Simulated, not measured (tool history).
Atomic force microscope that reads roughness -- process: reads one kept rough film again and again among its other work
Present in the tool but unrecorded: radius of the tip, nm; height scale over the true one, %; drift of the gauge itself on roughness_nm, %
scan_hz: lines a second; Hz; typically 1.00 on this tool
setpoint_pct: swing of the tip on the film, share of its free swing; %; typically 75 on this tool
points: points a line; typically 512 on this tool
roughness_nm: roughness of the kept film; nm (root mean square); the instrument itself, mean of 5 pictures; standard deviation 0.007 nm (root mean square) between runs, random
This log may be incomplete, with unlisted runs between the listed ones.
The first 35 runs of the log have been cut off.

| run | hour | scan_hz | setpoint_pct | points | pictures with this tip | hours of work since the height scale was calibrated | roughness_nm |
|---|---|---|---|---|---|---|---|
| 36 | 276.6 | 0.56 | 55 | 512 | 74 | 380 | 1.484 |
| 37 | 284.5 | 0.56 | 55 | 512 | 89 | 386 | 1.496 |
|  | 290.9 | new tip fitted |
| 38 | 294.2 | 0.56 | 55 | 512 | 6 | 392 | 1.498 |
| 39 | 304.8 | 1.46 | 68 | 299 | 26 | 400 | 1.425 |
| 40 | 311.5 | 0.95 | 70 | 717 | 39 | 405 | 1.442 |
| 41 | 319.7 | 0.95 | 70 | 717 | 55 | 410 | 1.445 |
| 42 | 328.4 | 1.95 | 72 | 258 | 72 | 416 | 1.361 |
| 43 | 337.8 | 1.95 | 72 | 258 | 90 | 423 | 1.365 |
|  | 344.0 | new tip fitted |
| 44 | 347.7 | 1.95 | 72 | 258 | 7 | 430 | 1.363 |
| 45 | 352.7 | 1.95 | 77 | 355 | 17 | 433 | 1.342 |
| 46 | 357.4 | 3.29 | 77 | 601 | 26 | 436 | 1.233 |
| 47 | 362.9 | 2.03 | 84 | 1004 | 36 | 440 | 1.281 |
| 48 | 371.3 | 1.33 | 58 | 512 | 53 | 446 | 1.474 |
| 49 | 378.0 | 1.33 | 58 | 512 | 65 | 451 | 1.462 |
| 50 | 388.0 | 1.33 | 58 | 512 | 85 | 458 | 1.463 |
|  | 396.6 | new tip fitted |
| 51 | 396.9 | 1.33 | 58 | 512 | 1 | 464 | 1.475 |
| 52 | 406.9 | 1.02 | 63 | 512 | 20 | 471 | 1.461 |

Below are 3 alternative next runs, each starting from the tool's condition after run 52. Predict each:
| A | 417.6 | 1.00 | 75 | 926 | 41 | 478 | ? |
| B | 417.6 | 0.94 | 63 | 987 | 41 | 478 | ? |
| C | 417.6 | 1.86 | 70 | 572 | 41 | 478 | ? |

| run | roughness_nm |
|---|---|
| A | 1.432 |
| B | 1.472 |
| C | 1.392 |
Without the tool's unlogged condition, the same runs would have read:
| run | roughness_nm |
|---|---|
| A | 1.433 |
| B | 1.473 |
| C | 1.393 |

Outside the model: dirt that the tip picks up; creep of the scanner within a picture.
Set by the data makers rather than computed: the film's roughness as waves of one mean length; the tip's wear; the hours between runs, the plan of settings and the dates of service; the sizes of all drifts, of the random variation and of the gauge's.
